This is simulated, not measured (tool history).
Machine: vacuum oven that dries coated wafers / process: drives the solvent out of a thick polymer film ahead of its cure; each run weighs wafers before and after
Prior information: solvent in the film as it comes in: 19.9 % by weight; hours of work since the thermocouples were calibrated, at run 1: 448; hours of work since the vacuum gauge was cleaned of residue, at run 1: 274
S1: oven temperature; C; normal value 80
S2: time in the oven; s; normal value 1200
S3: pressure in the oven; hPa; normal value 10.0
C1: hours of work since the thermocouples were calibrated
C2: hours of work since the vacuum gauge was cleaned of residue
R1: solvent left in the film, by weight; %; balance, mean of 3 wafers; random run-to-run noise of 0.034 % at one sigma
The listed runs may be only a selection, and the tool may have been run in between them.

run 1 hour=0.0 | S1=80 S2=1200 S3=10.0 | C1=448 C2=274 | R1=2.41
run 2 hour=23.3 | S1=80 S2=1200 S3=10.0 | C1=458 C2=284 | R1=2.35
run 3 hour=38.6 | S1=80 S2=1200 S3=10.0 | C1=464 C2=290 | R1=2.35
run 4 hour=55.2 | S1=80 S2=1200 S3=10.0 | C1=471 C2=297 | R1=2.39
run 5 hour=70.0 | S1=80 S2=1200 S3=10.0 | C1=478 C2=303 | R1=2.37
run 6 hour=95.9 | S1=80 S2=1200 S3=35.0 | C1=488 C2=314 | R1=3.06
run 7 hour=107.7 | S1=80 S2=1200 S3=10.0 | C1=493 C2=319 | R1=2.37
run 8 hour=126.2 | S1=80 S2=1200 S3=10.0 | C1=501 C2=327 | R1=2.32
run 9 hour=145.9 | S1=80 S2=1200 S3=10.0 | C1=509 C2=335 | R1=2.31
run 10 hour=159.5 | S1=80 S2=1200 S3=10.0 | C1=515 C2=341 | R1=2.28
run 11 hour=175.3 | S1=83 S2=1200 S3=10.0 | C1=522 C2=347 | R1=1.54
run 12 hour=198.7 | S1=83 S2=1200 S3=10.0 | C1=531 C2=357 | R1=1.46
run 13 hour=220.8 | S1=94 S2=1200 S3=10.0 | C1=541 C2=366 | R1=0.25
run 14 hour=238.1 | S1=84 S2=1200 S3=10.0 | C1=548 C2=373 | R1=1.29
run 15 hour=253.4 | S1=91 S2=1080 S3=10.0 | C1=554 C2=380 | R1=0.43
run 16 hour=267.7 | S1=91 S2=1500 S3=19.3 | C1=560 C2=386 | R1=0.47
run 17 hour=290.1 | S1=91 S2=900 S3=5.2 | C1=570 C2=395 | R1=0.56
run 18 hour=302.0 | S1=91 S2=1800 S3=18.1 | C1=574 C2=400 | R1=0.46
run 19 hour=314.5 | S1=91 S2=1320 S3=18.1 | C1=580 C2=405 | R1=0.52
run 20 hour=327.9 | S1=91 S2=1320 S3=18.1 | C1=585 C2=411 | R1=0.49
run 21 hour=348.4 | S1=91 S2=1320 S3=18.1 | C1=594 C2=420 | R1=0.54
run 22 hour=370.1 | S1=68 S2=1200 S3=36.9 | C1=603 C2=429 | R1=8.38
run 23 hour=393.3 | S1=68 S2=1200 S3=36.9 | C1=613 C2=438 | R1=8.54
run 24 hour=407.1 | S1=68 S2=780 S3=36.9 | C1=618 C2=444 | R1=10.55
run 25 hour=423.0 | S1=65 S2=1860 S3=28.6 | C1=625 C2=451 | R1=7.24

A few steps of R1 between consecutive runs. Split each: what settings, incoming material and random variation would produce without the hidden state, and what is left over for the hidden state, along with gauge scatter present in only one of the two compared results (measured, and without hidden state):
Hidden state at play: true wafer temperature over the reading, C; true pressure over the reading, kPa; drift of the gauge itself on solvent_pct, %.
Run 12 -> 13: S1 83 -> 94. R1 -1.21 %: hidden state +0.05, all else -1.26.
Run 21 -> 22: S1 91 -> 68, S2 1320 -> 1200, S3 18.1 -> 36.9. R1 +7.84 %: hidden state -0.14, all else +7.98.
Run 24 -> 25: S1 68 -> 65, S2 780 -> 1860, S3 36.9 -> 28.6. R1 -3.31 %: hidden state -0.01, all else -3.30.

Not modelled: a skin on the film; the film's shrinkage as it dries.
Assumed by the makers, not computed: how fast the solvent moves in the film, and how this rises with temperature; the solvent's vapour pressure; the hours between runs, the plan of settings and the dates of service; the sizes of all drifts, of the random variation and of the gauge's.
